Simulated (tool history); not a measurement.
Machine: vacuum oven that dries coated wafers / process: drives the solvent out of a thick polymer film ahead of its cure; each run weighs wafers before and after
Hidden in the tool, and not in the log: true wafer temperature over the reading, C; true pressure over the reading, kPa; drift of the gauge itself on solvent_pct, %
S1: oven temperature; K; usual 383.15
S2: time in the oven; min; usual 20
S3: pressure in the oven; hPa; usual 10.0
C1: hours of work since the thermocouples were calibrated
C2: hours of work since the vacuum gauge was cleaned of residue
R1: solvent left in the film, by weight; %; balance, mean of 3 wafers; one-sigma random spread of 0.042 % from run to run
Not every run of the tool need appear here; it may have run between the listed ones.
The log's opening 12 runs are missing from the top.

run	hour	S1	S2	S3	C1	C2	R1
13	174.2	383.15	20	17.6	261	170	2.84
14	184.9	383.15	20	17.6	268	178	2.87
15	209.1	383.15	20	17.6	285	195	2.93
# hour 212.3: oven's thermocouples calibrated
16	227.1	383.15	20	17.6	10	206	2.87
17	250.8	383.15	20	39.5	27	222	5.20
18	269.0	386.15	33	25.0	40	235	2.66
19	278.9	383.15	11	14.2	46	242	4.85
20	299.7	383.15	36	12.1	61	256	1.54
21	323.1	386.15	18	10.0	77	273	1.91
22	346.3	383.15	20	6.4	93	289	1.74
# hour 356.0: oven's thermocouples calibrated, once more
23	371.6	370.15	35	10.0	11	305	3.19
24	391.1	377.15	21	11.9	25	319	3.45
25	408.1	385.15	18	32.3	36	331	4.19
26	430.7	390.15	20	35.5	52	346	3.40
27	450.7	390.15	20	35.5	66	360	3.54
28	464.1	378.15	20	9.5	75	370	3.13
29	485.0	381.15	27	12.9	90	384	2.13
30	505.3	383.15	28	10.0	104	398	1.45
31	518.7	396.15	11	5.1	113	408	1.11
32	539.8	396.15	19	5.1	128	422	0.51

Below are 3 alternative next runs, each starting from the tool's condition after run 32. Predict each:
A	557.4	380.15	10	8.5	140	435	?
B	557.4	383.15	16	10.0	140	435	?
C	557.4	378.15	24	5.1	140	435	?

run	R1
A	5.77
B	2.82
C	2.02
The same runs, with their run-to-run variation unchanged, on a tool lacking any hidden condition would have given:
run	R1
A	5.64
B	2.70
C	1.88
